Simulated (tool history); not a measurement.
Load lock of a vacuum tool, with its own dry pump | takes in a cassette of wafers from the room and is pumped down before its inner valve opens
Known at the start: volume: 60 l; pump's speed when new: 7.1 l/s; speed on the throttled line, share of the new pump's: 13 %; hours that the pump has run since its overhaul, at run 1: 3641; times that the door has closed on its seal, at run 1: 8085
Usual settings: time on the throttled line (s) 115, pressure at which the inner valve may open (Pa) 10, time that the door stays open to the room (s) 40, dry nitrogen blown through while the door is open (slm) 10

run,hour,time on the throttled line (s),pressure at which the inner valve may open (Pa),time that the door stays open to the room (s),dry nitrogen blown through while the door is open (slm),hours that the pump has run since its overhaul,times that the door has closed on its seal,"incoming humidity of the room's air, %",time from the closed door until the inner valve may open (s),rise of the pressure with all valves shut (Pa/min)
1,0,115,10,40,10,3641,8085,45.6,181.1,0.045
2,89.6,115,10,40,10,3731,8409,41.9,182.3,0.045
3,155.6,115,10,40,10,3797,8647,46,181.5,0.044
4,235.6,115,10,40,5,3877,8936,44.8,181.9,0.048
5,286.6,115,10,40,5,3928,9120,47.7,181.2,0.056
6,363.8,115,10,40,5,4005,9399,45.4,183,0.059
7,445.8,115,10,40,5,4087,9696,45.3,181.5,0.058
8,529,115,8,40,10,4170,9996,46.1,182.7,0.045
9,590.8,115,8,91,10,4232,10220,45.8,184,0.074
10,692.8,115,8,40,10,4334,10588,47.5,183.9,0.054
11,736.6,158,8,40,10,4378,10746,47.6,218.6,0.053
12,813,158,18,40,10,4454,11023,44.7,212.2,0.055
13,876.9,158,18,40,10,4518,11253,44.9,213.3,0.045
14,950.3,158,18,40,10,4591,11519,44.1,211.3,0.052
15,993.2,64,10,180,10,4634,11674,41.9,138,0.104
16,1054.8,115,10,26,10,4696,11896,42.3,182.3,0.048
17,1119.6,115,10,26,10,4761,12130,45.5,181.3,0.047
18,1213.9,115,19,40,10,4855,12471,43.6,176.7,0.059
19,1283.7,115,19,40,10,4925,12723,44.8,175.9,0.053
20,1342.5,115,10,204,10,4984,12936,46.3,181.2,0.127
21,1425.8,115,8,97,10,5067,13236,45.1,185,0.082
22,1479.5,119,19,97,10,5121,13431,47.3,180.5,0.089
23,1577.6,226,10,40,10,5219,13785,45,279,0.055
24,1666.1,115,9,35,10,5307,14105,46.2,182.1,0.058
25,1722.8,115,9,35,10,5364,14310,44.5,185.1,0.059
26,1770.9,212,17,40,21,5412,14484,45.2,262.8,0.058
27,1832.3,212,17,40,40,5473,14705,44.9,261.5,0.049

Forecast each of these 3 alternatives for the next run:
A,1933.6,176,17,40,40,5575,15071,48.4,?,?
B,1933.6,115,10,129,4,5575,15071,44.7,?,?
C,1933.6,212,13,111,40,5575,15071,42.8,?,?

run,time from the closed door until the inner valve may open (s),rise of the pressure with all valves shut (Pa/min)
A,230.8,0.047
B,181.5,0.112
C,264.8,0.065
Without the tool's hidden state the same runs would have given:
run,time from the closed door until the inner valve may open (s),rise of the pressure with all valves shut (Pa/min)
A,228,0.017
B,178,0.081
C,262.1,0.035

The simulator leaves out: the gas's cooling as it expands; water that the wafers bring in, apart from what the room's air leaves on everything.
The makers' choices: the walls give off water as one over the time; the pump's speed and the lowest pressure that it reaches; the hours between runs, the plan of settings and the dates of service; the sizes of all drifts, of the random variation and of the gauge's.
